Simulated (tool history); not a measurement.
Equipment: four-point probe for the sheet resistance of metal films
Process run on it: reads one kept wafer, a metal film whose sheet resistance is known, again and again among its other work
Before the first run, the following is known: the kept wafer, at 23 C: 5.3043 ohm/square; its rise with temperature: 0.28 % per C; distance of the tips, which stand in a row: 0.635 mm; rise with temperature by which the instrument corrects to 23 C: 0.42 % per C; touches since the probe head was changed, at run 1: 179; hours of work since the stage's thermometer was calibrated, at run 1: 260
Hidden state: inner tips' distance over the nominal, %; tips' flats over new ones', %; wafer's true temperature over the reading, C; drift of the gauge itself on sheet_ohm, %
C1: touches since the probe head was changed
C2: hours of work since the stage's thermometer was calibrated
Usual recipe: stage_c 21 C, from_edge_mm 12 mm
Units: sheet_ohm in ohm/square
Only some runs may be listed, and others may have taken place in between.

Run 1, hour 0: usual settings; C1 179; C2 260. Result: sheet_ohm 5.331383 ohm/square.
Run 2, hour 16.4: usual settings; C1 381; C2 270. Result: sheet_ohm 5.330896 ohm/square.
Run 3, hour 44: usual settings; C1 719; C2 287. Result: sheet_ohm 5.328308 ohm/square.
Run 4, hour 68.2: usual settings but from_edge_mm 9 mm; C1 1016; C2 301. Result: sheet_ohm 5.339081 ohm/square.
Run 5, hour 93.6: usual settings but from_edge_mm 6 mm; C1 1327; C2 317. Result: sheet_ohm 5.353827 ohm/square.
Run 6, hour 116.6: usual settings but from_edge_mm 6 mm; C1 1610; C2 331. Result: sheet_ohm 5.354814 ohm/square.
Run 7, hour 143.7: usual settings; C1 1941; C2 347. Result: sheet_ohm 5.329786 ohm/square.
Run 8, hour 177.1: usual settings but stage_c 22 C; C1 2351; C2 368. Result: sheet_ohm 5.31986 ohm/square.
Run 9, hour 194.3: usual settings but stage_c 22 C; C1 2562; C2 378. Result: sheet_ohm 5.320936 ohm/square.
Run 10, hour 219.8: usual settings but stage_c 22 C; C1 2875; C2 394. Result: sheet_ohm 5.321465 ohm/square.
Run 11, hour 235: usual settings but stage_c 22 C; C1 3062; C2 403. Result: sheet_ohm 5.321325 ohm/square.
Run 12, hour 262.4: usual settings but stage_c 22 C; C1 3397; C2 419. Result: sheet_ohm 5.321218 ohm/square.
Run 13, hour 277.3: usual settings; C1 3580; C2 428. Result: sheet_ohm 5.329714 ohm/square.
Run 14, hour 293.6: usual settings; C1 3780; C2 438. Result: sheet_ohm 5.328988 ohm/square.
Run 15, hour 324.3: usual settings; C1 4156; C2 457. Result: sheet_ohm 5.329328 ohm/square.
Run 16, hour 356.5: usual settings; C1 4551; C2 476. Result: sheet_ohm 5.326523 ohm/square.
Run 17, hour 375.9: usual settings but from_edge_mm 44 mm; C1 4789; C2 488. Result: sheet_ohm 5.321155 ohm/square.
Run 18, hour 402.3: usual settings; C1 5112; C2 504. Result: sheet_ohm 5.326474 ohm/square.
Run 19, hour 423: usual settings but from_edge_mm 32 mm; C1 5366; C2 517. Result: sheet_ohm 5.321029 ohm/square.
Run 20, hour 454.2: usual settings but from_edge_mm 53 mm; C1 5749; C2 536. Result: sheet_ohm 5.316856 ohm/square.
Run 21, hour 477.3: usual settings but stage_c 24 C; C1 6032; C2 550. Result: sheet_ohm 5.305592 ohm/square.
Run 22, hour 504.2: usual settings but stage_c 24 C; C1 6362; C2 566. Result: sheet_ohm 5.305381 ohm/square.
Run 23, hour 526.8: usual settings but stage_c 28 C, from_edge_mm 9 mm; C1 6639; C2 580. Result: sheet_ohm 5.282282 ohm/square.
Run 24, hour 546.6: usual settings but stage_c 20 C, from_edge_mm 21 mm; C1 6882; C2 592. Result: sheet_ohm 5.327885 ohm/square.
Run 25, hour 571.7: usual settings but stage_c 20 C, from_edge_mm 21 mm; C1 7190; C2 607. Result: sheet_ohm 5.326903 ohm/square.
Run 26, hour 596.7: usual settings but stage_c 27 C, from_edge_mm 20 mm; C1 7497; C2 622. Result: sheet_ohm 5.280058 ohm/square.
Run 27, hour 611.7: usual settings but stage_c 18 C; C1 7680; C2 631. Result: sheet_ohm 5.34767 ohm/square.
Run 28, hour 635.7: usual settings but stage_c 30 C, from_edge_mm 15 mm; C1 7975; C2 646. Result: sheet_ohm 5.260491 ohm/square.
Run 29, hour 663.4: usual settings but stage_c 25 C, from_edge_mm 52 mm; C1 8314; C2 663. Result: sheet_ohm 5.287787 ohm/square.
Run 30, hour 687.2: usual settings but stage_c 25 C, from_edge_mm 4 mm; C1 8606; C2 677. Result: sheet_ohm 5.359756 ohm/square.
Run 31, hour 707.2: usual settings but stage_c 25 C, from_edge_mm 4 mm; C1 8852; C2 689. Result: sheet_ohm 5.360253 ohm/square.
Run 32, hour 726.9: usual settings but stage_c 19 C, from_edge_mm 7 mm; C1 9093; C2 701. Result: sheet_ohm 5.355019 ohm/square.
Run 33, hour 761.2: usual settings but stage_c 33 C, from_edge_mm 46 mm; C1 9514; C2 722. Result: sheet_ohm 5.23511 ohm/square.
Run 34, hour 787.9: usual settings but stage_c 33 C, from_edge_mm 46 mm; C1 9841; C2 738. Result: sheet_ohm 5.23317 ohm/square.
Run 35, hour 803: usual settings but stage_c 23 C, from_edge_mm 20 mm; C1 10026; C2 748. Result: sheet_ohm 5.306356 ohm/square.
Run 36, hour 826.3: usual settings but stage_c 23 C, from_edge_mm 20 mm; C1 10312; C2 762. Result: sheet_ohm 5.304247 ohm/square.
Run 37, hour 857.2: usual settings but stage_c 22 C, from_edge_mm 58 mm; C1 10691; C2 780. Result: sheet_ohm 5.308677 ohm/square.
Run 38, hour 884.4: usual settings but stage_c 32 C, from_edge_mm 58 mm; C1 11025; C2 797. Result: sheet_ohm 5.239058 ohm/square.
Run 39, hour 898.4: usual settings but stage_c 32 C, from_edge_mm 6 mm; C1 11196; C2 805. Result: sheet_ohm 5.269645 ohm/square.
Run 40, hour 924.6: usual settings but stage_c 19 C, from_edge_mm 63 mm; C1 11517; C2 821. Result: sheet_ohm 5.329678 ohm/square.
Run 41, hour 948.5: usual settings but stage_c 20 C, from_edge_mm 8 mm; C1 11811; C2 836. Result: sheet_ohm 5.33909 ohm/square.
Run 42, hour 979.3: usual settings but from_edge_mm 20 mm; C1 12189; C2 855. Result: sheet_ohm 5.317714 ohm/square.
Run 43, hour 1000.8: usual settings but stage_c 19 C, from_edge_mm 57 mm; C1 12452; C2 868. Result: sheet_ohm 5.330945 ohm/square.
Run 44, hour 1016.7: usual settings but from_edge_mm 7 mm; C1 12647; C2 877. Result: sheet_ohm 5.339056 ohm/square.

Results for each run, recomputed without the tool's hidden state and with each run's random variation untouched:
run  sheet_ohm
  1   5.327621
  2   5.327255
  3   5.324874
  4   5.335846
  5   5.350776
  6   5.351953
  7   5.327136
  8   5.317467
  9   5.318691
 10   5.319437
 11   5.319419
 12   5.319524
 13   5.328135
 14   5.327535
 15   5.328117
 16   5.325565
 17   5.320352
 18   5.325878
 19   5.320597
 20   5.316678
 21   5.305587
 22    5.30558
 23   5.282651
 24   5.328455
 25   5.327687
 26   5.280993
 27   5.348801
 28   5.261706
 29   5.289274
 30   5.361457
 31   5.362107
 32   5.357061
 33   5.237274
 34   5.235541
 35   5.308947
 36   5.307024
 37   5.311702
 38    5.24219
 39   5.272904
 40   5.333254
 41    5.34287
 42   5.321714
 43   5.335128
 44   5.343357
